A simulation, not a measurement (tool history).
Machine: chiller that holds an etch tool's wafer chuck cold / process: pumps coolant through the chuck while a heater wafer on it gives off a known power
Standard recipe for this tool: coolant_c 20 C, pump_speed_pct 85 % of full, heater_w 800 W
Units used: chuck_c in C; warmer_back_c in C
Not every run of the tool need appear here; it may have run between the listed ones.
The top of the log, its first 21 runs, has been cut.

{"run": 22, "hour": 909.5, "coolant_c": 22, "pump_speed_pct": 81, "heater_w": 1016, "chuck_c": 28.4, "warmer_back_c": 2.76}
{"hour": 956.5, "done": "chiller's thermometer calibrated, once more"}
{"run": 23, "hour": 960.6, "coolant_c": 22, "pump_speed_pct": 81, "heater_w": 1016, "chuck_c": 28.9, "warmer_back_c": 2.77}
{"run": 24, "hour": 990.6, "coolant_c": 20, "pump_speed_pct": 69, "heater_w": 1048, "chuck_c": 27.7, "warmer_back_c": 3.39}
{"run": 25, "hour": 1020.3, "coolant_c": 13, "pump_speed_pct": 77, "heater_w": 800, "chuck_c": 18.6, "warmer_back_c": 2.32}
{"run": 26, "hour": 1072.7, "coolant_c": 19, "pump_speed_pct": 75, "heater_w": 800, "chuck_c": 24.7, "warmer_back_c": 2.35}
{"run": 27, "hour": 1098.9, "coolant_c": 19, "pump_speed_pct": 75, "heater_w": 800, "chuck_c": 24.7, "warmer_back_c": 2.35}
{"run": 28, "hour": 1155.5, "coolant_c": 15, "pump_speed_pct": 66, "heater_w": 940, "chuck_c": 22.2, "warmer_back_c": 3.21}
{"run": 29, "hour": 1204.7, "coolant_c": 21, "pump_speed_pct": 72, "heater_w": 634, "chuck_c": 25.5, "warmer_back_c": 1.95}
{"run": 30, "hour": 1237.3, "coolant_c": 21, "pump_speed_pct": 72, "heater_w": 634, "chuck_c": 25.9, "warmer_back_c": 2.05}
{"run": 31, "hour": 1270.8, "coolant_c": 21, "pump_speed_pct": 72, "heater_w": 634, "chuck_c": 25.7, "warmer_back_c": 1.96}
{"run": 32, "hour": 1326.6, "coolant_c": 21, "pump_speed_pct": 72, "heater_w": 634, "chuck_c": 25.8, "warmer_back_c": 1.97}

Alternative continuations, all from the tool just after run 32; predict every row:
{"run": "A", "hour": 1359.6, "coolant_c": 10, "pump_speed_pct": 68, "heater_w": 880, "chuck_c": "?", "warmer_back_c": "?"}
{"run": "B", "hour": 1359.6, "coolant_c": 28, "pump_speed_pct": 97, "heater_w": 788, "chuck_c": "?", "warmer_back_c": "?"}
{"run": "C", "hour": 1359.6, "coolant_c": 10, "pump_speed_pct": 93, "heater_w": 638, "chuck_c": "?", "warmer_back_c": "?"}

run=A chuck_c=16.7 warmer_back_c=2.89
run=B chuck_c=32.9 warmer_back_c=1.77
run=C chuck_c=14.1 warmer_back_c=1.47
With no hidden state in the tool, these same runs would have given:
run=A chuck_c=16.3 warmer_back_c=2.83
run=B chuck_c=32.7 warmer_back_c=1.74
run=C chuck_c=13.9 warmer_back_c=1.44

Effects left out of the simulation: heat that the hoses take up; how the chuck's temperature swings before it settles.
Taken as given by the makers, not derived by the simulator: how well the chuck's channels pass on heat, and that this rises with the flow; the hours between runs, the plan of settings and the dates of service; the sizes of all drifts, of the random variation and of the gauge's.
